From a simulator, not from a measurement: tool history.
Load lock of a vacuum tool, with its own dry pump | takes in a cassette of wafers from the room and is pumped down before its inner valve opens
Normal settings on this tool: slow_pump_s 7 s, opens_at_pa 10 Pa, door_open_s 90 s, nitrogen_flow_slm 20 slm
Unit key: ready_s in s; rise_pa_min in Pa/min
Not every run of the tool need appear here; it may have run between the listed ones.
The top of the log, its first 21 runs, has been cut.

run,hour,slow_pump_s,opens_at_pa,door_open_s,nitrogen_flow_slm,hours that the pump has run since its overhaul,times that the door has closed on its seal,"incoming humidity of the room's air, %",ready_s,rise_pa_min
22,1737.0,5,17,35,7,3900,25184,46.5,13.4,0.177
23,1796.3,5,17,35,8,3959,25466,46.0,13.3,0.175
24,1866.6,5,17,35,8,4029,25800,46.3,13.8,0.176
25,1985.6,5,17,35,8,4148,26365,43.8,13.4,0.174
26,2091.5,13,13,180,20,4254,26868,48.8,19.9,0.279
27,2158.5,8,13,129,33,4321,27186,44.7,16.3,0.213
28,2240.9,5,11,28,5,4403,27577,43.7,14.1,0.181
29,2349.2,12,11,187,5,4512,28091,43.3,19.6,0.341
30,2464.3,4,13,84,15,4627,28638,45.7,12.6,0.229
31,2525.3,4,13,84,15,4688,28927,43.4,13.1,0.222
32,2589.8,4,13,84,15,4752,29233,47.7,13.1,0.237
33,2670.3,4,13,84,15,4833,29616,44.4,12.9,0.240
34,2749.1,4,13,84,15,4912,29990,43.5,13.1,0.233
35,2850.0,4,15,84,15,5013,30469,43.5,13.1,0.242
36,2967.0,4,15,84,15,5130,31025,44.1,13.1,0.247

Branching from run 36: 5 alternative next runs. What would each branch give?
A,3016.3,7,9,90,38,5179,31259,45.5,?,?
B,3016.3,4,16,90,20,5179,31259,43.8,?,?
C,3016.3,5,10,60,20,5179,31259,43.8,?,?
D,3016.3,4,15,185,44,5179,31259,47.3,?,?
E,3016.3,7,10,90,20,5179,31259,46.4,?,?

run,ready_s,rise_pa_min
A,16.0,0.224
B,13.0,0.242
C,14.3,0.222
D,12.9,0.256
E,15.3,0.248
The same runs, with their run-to-run variation unchanged, on a tool lacking any hidden condition would have given:
run,ready_s,rise_pa_min
A,15.7,0.072
B,12.7,0.091
C,14.0,0.073
D,12.6,0.104
E,15.0,0.098
